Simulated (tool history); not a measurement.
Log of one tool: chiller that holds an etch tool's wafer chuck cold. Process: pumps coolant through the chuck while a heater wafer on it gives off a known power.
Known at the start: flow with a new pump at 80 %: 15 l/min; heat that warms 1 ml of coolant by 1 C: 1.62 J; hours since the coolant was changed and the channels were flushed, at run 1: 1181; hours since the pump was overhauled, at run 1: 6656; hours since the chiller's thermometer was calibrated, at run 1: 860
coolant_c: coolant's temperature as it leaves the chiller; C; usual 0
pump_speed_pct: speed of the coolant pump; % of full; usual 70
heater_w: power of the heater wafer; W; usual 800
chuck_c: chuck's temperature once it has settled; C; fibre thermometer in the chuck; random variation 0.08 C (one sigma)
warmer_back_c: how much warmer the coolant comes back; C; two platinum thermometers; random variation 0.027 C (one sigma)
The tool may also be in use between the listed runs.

run	hour	coolant_c	pump_speed_pct	heater_w	hours since the coolant was changed and the channels were flushed	hours since the pump was overhauled	hours since the chiller's thermometer was calibrated	chuck_c	warmer_back_c
1	0	0	70	800	1181	6656	860	8.23	2.33
2	143.9	0	72	800	1325	6800	1004	8.11	2.24
3	254.4	0	72	800	1436	6911	1114	8.01	2.21
4	366.2	0	72	800	1548	7022	1226	8.04	2.25
5	480.2	0	70	800	1662	7136	1340	8.18	2.28
6	587.8	-3	70	800	1769	7244	1447	5.19	2.3
7	726.2	3	70	800	1908	7383	1586	11.24	2.26
8	817.5	0	70	596	1999	7474	1677	6.14	1.71
9	945.9	0	76	596	2127	7602	1805	5.75	1.55
10	1087.6	0	70	800	2269	7744	1947	8.19	2.29
11	1164.4	0	70	800	2346	7821	2024	8.39	2.32
12	1296.5	0	70	800	2478	7953	2156	8.36	2.28
13	1457.3	0	70	800	2639	8114	2317	8.29	2.27
14	1590	0	70	800	2771	8246	2450	8.24	2.31
15	1748.5	-5	70	800	2930	8405	2608	3.35	2.3
16	1884.6	0	70	800	3066	8541	2744	8.43	2.3
17	1968.7	0	70	800	3150	8625	2828	8.4	2.29
18	2094.9	0	70	800	3276	8751	2955	8.24	2.31
19	2244.8	0	91	978	3426	8901	3104	8.46	2.11
20	2316.7	-7	86	502	3498	8973	3176	-2.66	1.12
21	2450	-7	86	502	3631	9106	3310	-2.44	1.17
22	2568.7	8	87	437	3750	9225	3428	11.76	0.96
23	2723.5	3	70	706	3905	9380	3583	10.28	2.06
24	2864.9	-5	89	458	4046	9521	3725	-1.12	1.05
25	3017.9	7	70	1098	4199	9674	3878	18.32	3.22
26	3115.1	7	67	540	4296	9771	3975	12.9	1.61
27	3247.2	-7	88	411	4429	9904	4107	-3.49	0.9
28	3336	-7	80	874	4517	9992	4196	1.22	2.19
29	3447.3	7	96	800	4629	10104	4307	13.57	1.66
# hour 3485.5: chiller's thermometer calibrated
30	3522.7	-4	95	1030	4703	10178	37	4.58	2.14
31	3673	5	74	589	4853	10328	187	10.88	1.58

Forecast each of these 3 alternatives for the next run:
A	3767.7	4	67	888	4948	10423	282	?	?
B	3767.7	0	97	596	4948	10423	282	?	?
C	3767.7	9	74	589	4948	10423	282	?	?

run	chuck_c	warmer_back_c
A	13.58	2.69
B	4.98	1.2
C	14.88	1.59
Without the tool's hidden state the same runs would have given:
run	chuck_c	warmer_back_c
A	13.53	2.68
B	4.95	1.2
C	14.85	1.58

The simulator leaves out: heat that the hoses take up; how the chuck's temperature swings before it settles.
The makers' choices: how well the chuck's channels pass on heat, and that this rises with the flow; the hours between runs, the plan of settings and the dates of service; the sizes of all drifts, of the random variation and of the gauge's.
